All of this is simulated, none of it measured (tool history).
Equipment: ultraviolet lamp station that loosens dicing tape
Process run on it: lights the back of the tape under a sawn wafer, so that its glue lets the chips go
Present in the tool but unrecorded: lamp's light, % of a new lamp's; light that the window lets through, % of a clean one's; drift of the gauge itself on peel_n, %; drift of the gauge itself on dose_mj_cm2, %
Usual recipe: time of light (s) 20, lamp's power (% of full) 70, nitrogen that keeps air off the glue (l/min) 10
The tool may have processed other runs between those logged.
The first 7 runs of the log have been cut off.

run,hour,time of light (s),lamp's power (% of full),nitrogen that keeps air off the glue (l/min),hours of work of the lamp,hours of work since the window was cleaned,force that peels the tape off (N),light that reached the tape (mJ/cm²)
8,166.9,20,70,10,212,460,1.426,389
9,190.3,20,70,10,229,477,1.399,383
10,205.9,20,70,10,241,489,1.427,387
11,223,20,70,11,254,501,1.443,386
12,250.6,20,70,4,274,522,2.245,381
13,279.6,20,70,4,296,543,2.15,377
14,309.1,20,70,4,317,565,2.175,377
15,339.2,20,70,4,340,587,2.205,371
16,368.6,20,70,10,362,609,1.471,370
17,394.9,20,70,10,381,629,1.532,367
18,421.6,20,70,10,401,648,1.525,367
19,454,20,70,10,425,672,1.554,354
# hour 472.3: window cleaned of glue's vapour
20,479.2,20,70,10,443,5,1.5,377
21,496.2,31,91,20,456,18,0.283,762
22,518.7,31,91,20,472,34,0.292,756
23,540.3,11,70,8,488,50,3.316,203
24,567.5,19,95,7,508,71,1.202,472
25,582.5,10,88,18,520,82,2.477,234
26,604.7,36,72,17,536,98,0.367,675
27,634.1,27,90,11,558,120,0.54,633
28,653,33,90,5,572,134,0.584,764
29,680.5,33,90,5,592,154,0.603,768
30,702.6,33,90,5,608,171,0.591,753
31,724.5,11,70,6,625,187,3.574,192
32,756.6,23,95,12,648,211,0.68,550

What does the tool deliver on the next run?
33,777.3,23,95,12,664,226,?,?

force that peels the tape off (N): 0.681
light that reached the tape (mJ/cm²): 550
Without the tool's hidden state the same run would have given force that peels the tape off (N) 0.454, light that reached the tape (mJ/cm²) 667.
